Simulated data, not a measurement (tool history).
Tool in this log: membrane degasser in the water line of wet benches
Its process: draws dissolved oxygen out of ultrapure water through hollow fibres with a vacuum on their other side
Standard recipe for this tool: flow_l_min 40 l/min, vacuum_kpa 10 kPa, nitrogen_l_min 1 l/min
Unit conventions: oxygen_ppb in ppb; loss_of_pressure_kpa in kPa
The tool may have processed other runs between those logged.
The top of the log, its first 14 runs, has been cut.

run 15 hour=669 | flow_l_min=40 vacuum_kpa=10 nitrogen_l_min=1 | oxygen_ppb=520.4 loss_of_pressure_kpa=55.12
run 16 hour=718.6 | flow_l_min=40 vacuum_kpa=10 nitrogen_l_min=1 | oxygen_ppb=519.7 loss_of_pressure_kpa=55.71
run 17 hour=764.2 | flow_l_min=40 vacuum_kpa=10 nitrogen_l_min=1 | oxygen_ppb=515.1 loss_of_pressure_kpa=55.46
run 18 hour=807 | flow_l_min=57 vacuum_kpa=10 nitrogen_l_min=1 | oxygen_ppb=688.7 loss_of_pressure_kpa=79.09
run 19 hour=845.3 | flow_l_min=57 vacuum_kpa=10 nitrogen_l_min=1 | oxygen_ppb=687.7 loss_of_pressure_kpa=79.19
run 20 hour=881.7 | flow_l_min=35 vacuum_kpa=14.6 nitrogen_l_min=2.62 | oxygen_ppb=339.5 loss_of_pressure_kpa=48.64
run 21 hour=931.7 | flow_l_min=46 vacuum_kpa=25 nitrogen_l_min=1.53 | oxygen_ppb=1198.8 loss_of_pressure_kpa=63.64
run 22 hour=985.6 | flow_l_min=28 vacuum_kpa=10.2 nitrogen_l_min=0.41 | oxygen_ppb=770.8 loss_of_pressure_kpa=39.17
run 23 hour=1016.5 | flow_l_min=28 vacuum_kpa=10.2 nitrogen_l_min=0.41 | oxygen_ppb=768.6 loss_of_pressure_kpa=38.6
run 24 hour=1064.7 | flow_l_min=28 vacuum_kpa=10.2 nitrogen_l_min=0.41 | oxygen_ppb=768.6 loss_of_pressure_kpa=38.83
run 25 hour=1090.2 | flow_l_min=42 vacuum_kpa=22.1 nitrogen_l_min=0.41 | oxygen_ppb=2321.5 loss_of_pressure_kpa=58.52
run 26 hour=1114.5 | flow_l_min=48 vacuum_kpa=10 nitrogen_l_min=1 | oxygen_ppb=595 loss_of_pressure_kpa=66.57
run 27 hour=1161.5 | flow_l_min=48 vacuum_kpa=10 nitrogen_l_min=1 | oxygen_ppb=595.7 loss_of_pressure_kpa=66.32
run 28 hour=1194.2 | flow_l_min=25 vacuum_kpa=7 nitrogen_l_min=1.16 | oxygen_ppb=175.4 loss_of_pressure_kpa=34.66
run 29 hour=1231 | flow_l_min=25 vacuum_kpa=7 nitrogen_l_min=1.16 | oxygen_ppb=175.1 loss_of_pressure_kpa=34.79
run 30 hour=1274.6 | flow_l_min=43 vacuum_kpa=17.6 nitrogen_l_min=1.31 | oxygen_ppb=881.3 loss_of_pressure_kpa=59.87
-- hour=1324.1 gauge calibrated
run 31 hour=1324.1 | flow_l_min=43 vacuum_kpa=8 nitrogen_l_min=0.69 | oxygen_ppb=524.8 loss_of_pressure_kpa=60.33
run 32 hour=1365.8 | flow_l_min=32 vacuum_kpa=15.7 nitrogen_l_min=1.18 | oxygen_ppb=679.5 loss_of_pressure_kpa=44.32
run 33 hour=1401.1 | flow_l_min=40 vacuum_kpa=10 nitrogen_l_min=1 | oxygen_ppb=526.2 loss_of_pressure_kpa=55.54

3 options for the next run, each taken on its own from the tool as it stands now. Forecast them:
run A hour=1427.7 | flow_l_min=30 vacuum_kpa=10 nitrogen_l_min=1 | oxygen_ppb=? loss_of_pressure_kpa=?
run B hour=1427.7 | flow_l_min=60 vacuum_kpa=10 nitrogen_l_min=1 | oxygen_ppb=? loss_of_pressure_kpa=?
run C hour=1427.7 | flow_l_min=52 vacuum_kpa=6.4 nitrogen_l_min=0.46 | oxygen_ppb=? loss_of_pressure_kpa=?

run=A oxygen_ppb=414.8 loss_of_pressure_kpa=41.94
run=B oxygen_ppb=723.4 loss_of_pressure_kpa=83.17
run=C oxygen_ppb=531.5 loss_of_pressure_kpa=71.92
Without the tool's hidden state the same runs would have given:
run=A oxygen_ppb=415.5 loss_of_pressure_kpa=41.94
run=B oxygen_ppb=724.6 loss_of_pressure_kpa=83.16
run=C oxygen_ppb=532.3 loss_of_pressure_kpa=71.91
